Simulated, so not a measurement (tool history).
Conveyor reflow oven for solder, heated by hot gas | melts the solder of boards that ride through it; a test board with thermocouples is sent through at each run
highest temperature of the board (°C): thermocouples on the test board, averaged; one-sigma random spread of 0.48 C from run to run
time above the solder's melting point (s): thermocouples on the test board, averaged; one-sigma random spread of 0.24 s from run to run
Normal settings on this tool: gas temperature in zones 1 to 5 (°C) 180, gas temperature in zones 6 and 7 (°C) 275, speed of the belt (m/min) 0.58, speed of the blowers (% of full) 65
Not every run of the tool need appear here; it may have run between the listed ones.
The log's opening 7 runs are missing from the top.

run,hour,gas temperature in zones 1 to 5 (°C),gas temperature in zones 6 and 7 (°C),speed of the belt (m/min),speed of the blowers (% of full),highest temperature of the board (°C),time above the solder's melting point (s)
8,226.2,180,275,0.58,65,261.9,62.3
9,259.3,176,275,0.58,65,261.3,61
10,283.4,180,275,0.534,65,263.8,69.6
11,310.1,180,275,0.534,65,264.7,69.5
12,346.9,180,275,0.534,65,264.7,69.3
13,387.3,180,275,0.534,65,263.5,69.6
14,421.5,180,275,0.534,65,264.1,69.8
15,459.4,180,275,0.534,65,263.7,69
16,490.9,180,280,0.635,55,260.9,55.4
17,534.9,189,290,0.535,67,279.7,78.4
18,556.7,192,274,0.58,65,262.9,67.6
19,600.2,191,287,0.536,55,273.7,77.1
20,625.1,191,270,0.5,64,261.7,77.9
21,649.7,180,268,0.605,65,253.5,55.2
22,686.8,180,267,0.58,65,254.9,58.1
23,716.6,180,271,0.598,65,257,57.3
24,760.1,167,273,0.656,58,249.8,43.2
25,783.4,193,275,0.635,70,261.6,61.2
26,817.8,193,275,0.635,70,261.3,61
# hour 833: flux residue cleaned out of gas plates and filters
27,849.6,180,275,0.58,53,260.4,61.3
28,868.1,182,275,0.58,53,260.6,62.2
29,889.9,178,275,0.58,65,263.6,63.1
30,918.9,178,275,0.58,65,263.4,63.1

Below are 5 alternative next runs, each starting from the tool's condition after run 30. Predict each:
A,960.5,178,275,0.491,63,?,?
B,960.5,193,275,0.531,56,?,?
C,960.5,178,275,0.505,65,?,?
D,960.5,172,267,0.58,55,?,?
E,960.5,173,275,0.634,58,?,?

run,highest temperature of the board (°C),time above the solder's melting point (s)
A,266.8,77.2
B,265.9,75.6
C,266.9,75.1
D,252.9,53.8
E,257.7,51.9
With no hidden state in the tool, these same runs would have given:
run,highest temperature of the board (°C),time above the solder's melting point (s)
A,265.5,76.1
B,264.6,74.6
C,265.6,74.1
D,251.7,52.8
E,256.7,51.1
